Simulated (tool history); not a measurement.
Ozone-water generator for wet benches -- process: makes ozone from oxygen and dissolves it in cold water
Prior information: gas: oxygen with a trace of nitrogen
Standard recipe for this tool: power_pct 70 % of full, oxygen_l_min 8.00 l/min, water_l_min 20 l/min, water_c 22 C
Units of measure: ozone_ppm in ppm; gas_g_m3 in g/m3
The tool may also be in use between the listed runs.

run,hour,power_pct,oxygen_l_min,water_l_min,water_c,ozone_ppm,gas_g_m3
1,0.0,70,8.00,20,22,26.9,264.9
2,37.0,70,5.73,20,22,29.4,334.1
3,54.1,70,8.00,20,22,26.4,265.5
4,88.7,70,6.55,20,22,28.4,305.5
5,124.3,67,6.55,20,22,27.3,295.1
6,164.9,67,6.55,20,22,27.2,294.3
7,202.5,70,8.00,20,27,24.5,264.4
8,223.4,70,8.00,19,22,28.0,262.7
9,250.3,70,8.00,19,22,27.9,268.5
10,290.2,70,8.00,20,22,27.0,265.6
11,319.0,70,9.39,20,22,25.3,238.4
12,352.2,96,8.00,20,22,34.6,341.2
13,375.5,96,8.00,20,22,34.6,345.0
14,405.3,52,8.00,20,22,20.9,206.9
15,426.5,70,9.31,20,22,25.9,239.6
16,443.2,70,8.00,20,22,26.6,263.5
17,464.7,72,6.88,18,21,31.9,300.7
18,487.6,70,8.00,30,21,18.2,266.6
19,516.1,70,8.00,30,21,18.7,264.7
20,539.1,70,5.49,20,22,29.3,346.9
21,567.9,70,5.23,13,22,43.4,357.2
22,590.8,40,5.23,13,22,27.6,225.3
23,626.7,40,5.23,13,22,27.4,224.7
24,644.0,80,8.00,20,17,32.6,297.4
25,673.3,80,8.00,20,17,32.9,297.2
26,696.5,59,7.06,20,17,26.2,249.7
27,717.7,70,8.00,31,25,16.7,265.2
28,738.7,65,8.00,17,14,33.7,250.7
29,776.1,65,8.00,17,14,33.9,247.4
30,794.1,83,8.00,12,14,54.2,303.8
31,827.1,83,8.00,12,14,54.3,306.7
32,849.4,83,8.00,12,14,53.9,303.8

Not shown: 1 entry that the log had between the listed runs. Between which runs, and how does the tool's hidden state differ before and after?
Between runs 30 and 31: contactor cleaned (hour 824.6)
  contactor's efficiency, % of a clean one's: 99.8 -> 100

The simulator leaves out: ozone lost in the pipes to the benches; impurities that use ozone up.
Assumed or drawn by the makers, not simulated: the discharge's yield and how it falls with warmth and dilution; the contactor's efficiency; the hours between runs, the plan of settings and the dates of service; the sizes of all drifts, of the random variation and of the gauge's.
